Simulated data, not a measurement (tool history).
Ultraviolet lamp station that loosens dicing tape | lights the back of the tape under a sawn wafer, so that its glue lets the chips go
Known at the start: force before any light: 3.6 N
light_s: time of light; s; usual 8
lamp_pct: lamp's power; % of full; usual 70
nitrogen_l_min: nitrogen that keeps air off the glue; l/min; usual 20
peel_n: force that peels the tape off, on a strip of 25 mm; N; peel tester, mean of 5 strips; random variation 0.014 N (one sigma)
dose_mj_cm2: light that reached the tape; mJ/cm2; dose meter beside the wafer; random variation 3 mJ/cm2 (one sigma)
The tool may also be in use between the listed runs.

Run 1, hour 0: usual settings. Result: peel_n 0.731 N, dose_mj_cm2 410 mJ/cm2.
Run 2, hour 23.1: usual settings. Result: peel_n 0.74 N, dose_mj_cm2 399 mJ/cm2.
Run 3, hour 47.6: usual settings. Result: peel_n 0.742 N, dose_mj_cm2 403 mJ/cm2.
Run 4, hour 67.1: usual settings. Result: peel_n 0.762 N, dose_mj_cm2 397 mJ/cm2.
Run 5, hour 88.1: usual settings. Result: peel_n 0.702 N, dose_mj_cm2 395 mJ/cm2.
Run 6, hour 104.6: usual settings. Result: peel_n 0.752 N, dose_mj_cm2 394 mJ/cm2.
Run 7, hour 126.9: usual settings. Result: peel_n 0.765 N, dose_mj_cm2 387 mJ/cm2.
Run 8, hour 154: usual settings. Result: peel_n 0.762 N, dose_mj_cm2 388 mJ/cm2.
Run 9, hour 171.9: usual settings but lamp_pct 82 % of full. Result: peel_n 0.63 N, dose_mj_cm2 448 mJ/cm2.
Run 10, hour 192.4: usual settings but lamp_pct 82 % of full. Result: peel_n 0.618 N, dose_mj_cm2 442 mJ/cm2.
Run 11, hour 220.3: usual settings but lamp_pct 82 % of full. Result: peel_n 0.625 N, dose_mj_cm2 441 mJ/cm2.
Run 12, hour 242.4: usual settings but lamp_pct 82 % of full. Result: peel_n 0.66 N, dose_mj_cm2 439 mJ/cm2.
Run 13, hour 262.4: usual settings but lamp_pct 82 % of full. Result: peel_n 0.632 N, dose_mj_cm2 436 mJ/cm2.
Run 14, hour 281.8: usual settings but light_s 11 s, lamp_pct 99 % of full, nitrogen_l_min 7 l/min. Result: peel_n 0.611 N, dose_mj_cm2 725 mJ/cm2.
Run 15, hour 301.9: usual settings but light_s 6 s, lamp_pct 69 % of full, nitrogen_l_min 6 l/min. Result: peel_n 1.824 N, dose_mj_cm2 272 mJ/cm2.
At hour 304.5: window cleaned of glue's vapour.
Run 16, hour 333: usual settings but light_s 6 s, lamp_pct 81 % of full, nitrogen_l_min 24 l/min. Result: peel_n 0.783 N, dose_mj_cm2 352 mJ/cm2.
Run 17, hour 350.9: usual settings but light_s 12 s, nitrogen_l_min 11 l/min. Result: peel_n 0.609 N, dose_mj_cm2 605 mJ/cm2.
Run 18, hour 377.6: usual settings but light_s 4 s, lamp_pct 71 % of full, nitrogen_l_min 19 l/min. Result: peel_n 1.634 N, dose_mj_cm2 204 mJ/cm2.
Run 19, hour 404.2: usual settings but light_s 4 s, lamp_pct 71 % of full, nitrogen_l_min 19 l/min. Result: peel_n 1.592 N, dose_mj_cm2 199 mJ/cm2.

Forecast each of these 5 alternatives for the next run:
Run A, hour 426.1: usual settings but light_s 15 s, lamp_pct 64 % of full, nitrogen_l_min 9 l/min. Result: peel_n ?, dose_mj_cm2 ?.
Run B, hour 426.1: usual settings but light_s 5 s. Result: peel_n ?, dose_mj_cm2 ?.
Run C, hour 426.1: usual settings but light_s 15 s, lamp_pct 71 % of full, nitrogen_l_min 6 l/min. Result: peel_n ?, dose_mj_cm2 ?.
Run D, hour 426.1: usual settings but light_s 4 s, lamp_pct 71 % of full, nitrogen_l_min 21 l/min. Result: peel_n ?, dose_mj_cm2 ?.
Run E, hour 426.1: usual settings but light_s 13 s, nitrogen_l_min 28 l/min. Result: peel_n ?, dose_mj_cm2 ?.

run  peel_n  dose_mj_cm2
  A   0.543          678
  B   1.309          249
  C   0.633          761
  D   1.508          200
  E   0.311          638
Without the tool's hidden state the same runs would have given:
run  peel_n  dose_mj_cm2
  A   0.461          756
  B   1.171          278
  C   0.538          848
  D   1.371          223
  E   0.273          712
